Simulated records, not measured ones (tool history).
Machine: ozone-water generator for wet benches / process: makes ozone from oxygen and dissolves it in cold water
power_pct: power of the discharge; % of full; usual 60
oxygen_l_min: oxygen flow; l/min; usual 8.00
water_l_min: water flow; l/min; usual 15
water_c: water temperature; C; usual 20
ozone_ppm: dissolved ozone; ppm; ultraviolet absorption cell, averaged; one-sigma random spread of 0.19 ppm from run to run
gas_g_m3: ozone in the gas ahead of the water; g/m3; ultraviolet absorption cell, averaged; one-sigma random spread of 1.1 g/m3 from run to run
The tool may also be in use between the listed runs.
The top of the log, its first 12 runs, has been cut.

run,hour,power_pct,oxygen_l_min,water_l_min,water_c,ozone_ppm,gas_g_m3
13,863.0,60,8.15,15,25,28.6,218.1
# hour 875.8: gauge calibrated
14,943.7,60,8.15,15,25,29.4,216.2
# hour 979.3: water thermometer calibrated
15,999.1,60,11.67,15,20,31.4,185.0
16,1058.3,60,11.67,15,20,31.5,185.3
17,1138.0,60,11.67,15,19,32.0,185.6
18,1188.1,73,11.62,9,13,53.8,219.2
19,1262.3,59,7.88,11,13,43.4,214.2
20,1307.0,61,7.88,11,18,39.4,219.6
21,1390.1,97,7.88,20,18,42.7,328.2
22,1449.2,94,5.47,20,18,40.5,378.4
23,1546.5,58,5.47,16,17,32.0,248.2
24,1588.5,58,5.47,23,27,21.2,247.6
25,1659.3,58,13.31,18,27,22.6,169.6
26,1749.4,58,13.31,18,27,22.6,170.5
27,1804.7,50,10.13,18,27,21.0,167.9
28,1850.2,42,14.01,13,19,23.5,127.8
29,1892.7,60,4.84,20,20,25.9,270.7
30,1970.5,80,7.72,16,19,40.0,280.8
31,2058.9,80,7.72,16,19,39.6,279.3
32,2130.7,80,7.72,16,19,39.8,280.9
33,2183.7,80,7.72,16,19,39.7,283.7

3 options for the next run, each taken on its own from the tool as it stands now. Forecast them:
A,2244.9,80,7.72,17,19,?,?
B,2244.9,80,7.72,16,22,?,?
C,2244.9,42,8.00,15,20,?,?

run,ozone_ppm,gas_g_m3
A,38.3,282.3
B,37.3,281.3
C,22.9,161.0
Stripped of hidden state, with their random variation kept, the same runs would have yielded:
run,ozone_ppm,gas_g_m3
A,40.2,282.6
B,39.2,281.5
C,24.0,161.1
